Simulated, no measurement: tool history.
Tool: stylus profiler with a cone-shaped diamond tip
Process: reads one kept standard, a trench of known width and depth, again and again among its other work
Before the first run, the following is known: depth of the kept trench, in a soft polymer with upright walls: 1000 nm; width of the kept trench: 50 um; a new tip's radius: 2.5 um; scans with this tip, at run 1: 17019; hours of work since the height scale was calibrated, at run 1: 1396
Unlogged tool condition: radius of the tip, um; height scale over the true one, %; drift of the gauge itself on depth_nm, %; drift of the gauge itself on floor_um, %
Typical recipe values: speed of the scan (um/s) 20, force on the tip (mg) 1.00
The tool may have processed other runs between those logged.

| run | hour | speed of the scan (um/s) | force on the tip (mg) | scans with this tip | hours of work since the height scale was calibrated | depth of the trench (nm) | width of the trench's floor (nm) |
|---|---|---|---|---|---|---|---|
| 1 | 0.0 | 20 | 1.00 | 17019 | 1396 | 998.62 | 44610 |
| 2 | 73.6 | 20 | 1.00 | 17542 | 1439 | 998.13 | 44580 |
|  | 118.2 | height scale calibrated on a step standard |
| 3 | 187.6 | 20 | 1.00 | 18349 | 41 | 1003.13 | 44510 |
| 4 | 284.5 | 20 | 1.00 | 19037 | 97 | 1002.82 | 44500 |
| 5 | 401.3 | 20 | 1.86 | 19867 | 165 | 1004.39 | 44450 |
| 6 | 523.2 | 20 | 1.86 | 20733 | 236 | 1004.48 | 44390 |
| 7 | 626.8 | 20 | 1.86 | 21469 | 297 | 1004.13 | 44340 |
| 8 | 727.4 | 20 | 1.86 | 22184 | 355 | 1003.92 | 44340 |
| 9 | 798.9 | 6 | 1.86 | 22693 | 397 | 1003.61 | 44360 |
| 10 | 865.1 | 66 | 1.55 | 23162 | 435 | 1002.95 | 44000 |
| 11 | 940.6 | 6 | 0.39 | 23699 | 480 | 999.99 | 44240 |

Run 12, settings as shown, results not yet in. Your forecast:
| 12 | 1035.8 | 26 | 0.83 | 24376 | 535 | ? | ? |

{"run 12": {"depth of the trench (nm)": 1000.95, "width of the trench's floor (nm)": 44050}}
Had the tool carried no hidden state, the very same run would have given depth of the trench (nm) 1003.45, width of the trench's floor (nm) 45770.
